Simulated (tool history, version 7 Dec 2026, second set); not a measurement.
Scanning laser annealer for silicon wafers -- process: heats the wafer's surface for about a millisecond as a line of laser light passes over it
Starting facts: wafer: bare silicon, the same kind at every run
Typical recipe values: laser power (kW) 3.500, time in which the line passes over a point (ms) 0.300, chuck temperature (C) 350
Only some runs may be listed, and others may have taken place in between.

run	hour	laser power (kW)	time in which the line passes over a point (ms)	chuck temperature (C)	highest temperature of the surface (C)
1	0.0	3.500	0.300	350	1152
2	14.6	3.500	0.276	350	1113
3	44.5	3.500	0.276	350	1113
4	69.8	3.500	0.276	350	1116
5	87.7	3.500	0.276	350	1117
6	119.1	3.500	0.276	350	1115
7	149.4	3.500	0.300	350	1150
8	178.8	3.500	0.285	350	1129
9	207.6	3.500	0.285	350	1126
10	224.6	3.500	0.285	350	1131
11	255.1	3.500	0.285	350	1129
12	282.6	3.500	0.285	350	1129
13	307.2	3.500	0.303	350	1154
14	331.2	3.500	0.303	350	1153
15	348.9	3.500	0.303	350	1157
16	375.4	3.500	0.303	350	1160
17	397.4	3.500	0.303	350	1153
18	419.4	3.500	0.303	350	1158
19	443.4	3.500	0.300	350	1151
20	461.7	3.500	0.300	350	1152
21	483.8	3.244	0.300	350	1093
22	510.5	3.244	0.300	350	1091
23	525.7	3.244	0.300	350	1089
24	552.2	3.244	0.300	350	1092
25	579.4	3.525	0.221	333	1011
26	596.4	3.114	0.310	350	1074
27	622.5	3.845	0.343	326	1278
28	648.7	3.318	0.284	329	1064
29	680.6	3.360	0.284	357	1098
30	700.9	3.360	0.350	382	1219
31	715.2	3.360	0.269	382	1105
32	738.5	3.078	0.339	382	1139
33	769.4	3.500	0.301	350	1153
34	800.0	3.287	0.286	350	1085
35	817.3	3.459	0.300	376	1168
36	841.7	3.682	0.265	336	1124
37	855.1	3.633	0.300	354	1186
38	878.5	3.633	0.300	354	1185
39	904.5	3.633	0.300	354	1186
40	921.8	3.687	0.246	374	1131
41	935.4	3.368	0.376	350	1224

4 options for the next run, each taken on its own from the tool as it stands now. Forecast them:
A	949.7	3.331	0.293	325	?
B	949.7	3.708	0.325	378	?
C	949.7	2.982	0.240	350	?
D	949.7	3.817	0.319	350	?

run	highest temperature of the surface (C)
A	1079
B	1266
C	951
D	1255
With no hidden state in the tool, these same runs would have given:
run	highest temperature of the surface (C)
A	1079
B	1266
C	951
D	1255
